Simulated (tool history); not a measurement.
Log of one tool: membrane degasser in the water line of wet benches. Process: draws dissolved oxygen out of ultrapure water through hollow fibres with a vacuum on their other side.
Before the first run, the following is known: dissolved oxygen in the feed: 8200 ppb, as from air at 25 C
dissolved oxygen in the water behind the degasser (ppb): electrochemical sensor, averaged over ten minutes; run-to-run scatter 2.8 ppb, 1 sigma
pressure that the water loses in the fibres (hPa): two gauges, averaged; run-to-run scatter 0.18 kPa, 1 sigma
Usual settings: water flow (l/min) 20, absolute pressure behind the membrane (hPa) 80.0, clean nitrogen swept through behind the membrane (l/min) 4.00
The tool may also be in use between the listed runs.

| run | day | water flow (l/min) | absolute pressure behind the membrane (hPa) | clean nitrogen swept through behind the membrane (l/min) | dissolved oxygen in the water behind the degasser (ppb) | pressure that the water loses in the fibres (hPa) |
|---|---|---|---|---|---|---|
| 1 | 0.000 | 20 | 80.0 | 4.00 | 295.7 | 313.6 |
| 2 | 3.233 | 20 | 80.0 | 4.00 | 292.8 | 314.3 |
| 3 | 5.788 | 20 | 80.0 | 4.00 | 293.5 | 310.6 |
| 4 | 8.517 | 20 | 80.0 | 4.00 | 296.7 | 311.0 |
| 5 | 11.529 | 20 | 80.0 | 4.30 | 290.5 | 310.2 |
| 6 | 15.150 | 20 | 80.0 | 9.57 | 265.1 | 312.3 |
| 7 | 17.150 | 20 | 80.0 | 9.57 | 258.9 | 312.6 |
| 8 | 19.554 | 20 | 80.0 | 9.57 | 265.9 | 312.6 |
| 9 | 22.804 | 29 | 85.3 | 4.68 | 678.0 | 454.4 |
|  | 23.154 | vacuum gauge calibrated |
| 10 | 25.608 | 29 | 85.3 | 4.68 | 682.0 | 453.6 |
| 11 | 27.908 | 29 | 85.3 | 2.67 | 728.3 | 451.5 |
|  | 28.483 | vacuum gauge calibrated, once more |
| 12 | 30.138 | 23 | 82.8 | 7.13 | 389.2 | 358.3 |
| 13 | 32.108 | 18 | 98.5 | 8.61 | 207.8 | 281.4 |
| 14 | 35.325 | 19 | 147.5 | 8.61 | 264.1 | 295.1 |
| 15 | 37.767 | 19 | 108.2 | 3.31 | 309.2 | 297.3 |
| 16 | 40.692 | 13 | 56.7 | 1.60 | 103.1 | 201.6 |

Predict each of these 4 candidate next runs independently; none follows another, all start after run 16:
| A | 42.483 | 19 | 80.0 | 4.00 | ? | ? |
| B | 42.483 | 29 | 81.1 | 1.60 | ? | ? |
| C | 42.483 | 14 | 56.7 | 4.93 | ? | ? |
| D | 42.483 | 13 | 71.2 | 1.60 | ? | ? |

| run | dissolved oxygen in the water behind the degasser (ppb) | pressure that the water loses in the fibres (hPa) |
|---|---|---|
| A | 264.3 | 294.6 |
| B | 783.5 | 453.5 |
| C | 92.0 | 219.9 |
| D | 130.6 | 201.8 |
What these runs would have given with no unlogged condition in the tool:
| run | dissolved oxygen in the water behind the degasser (ppb) | pressure that the water loses in the fibres (hPa) |
|---|---|---|
| A | 250.5 | 289.5 |
| B | 755.7 | 445.9 |
| C | 85.6 | 216.1 |
| D | 124.2 | 198.3 |

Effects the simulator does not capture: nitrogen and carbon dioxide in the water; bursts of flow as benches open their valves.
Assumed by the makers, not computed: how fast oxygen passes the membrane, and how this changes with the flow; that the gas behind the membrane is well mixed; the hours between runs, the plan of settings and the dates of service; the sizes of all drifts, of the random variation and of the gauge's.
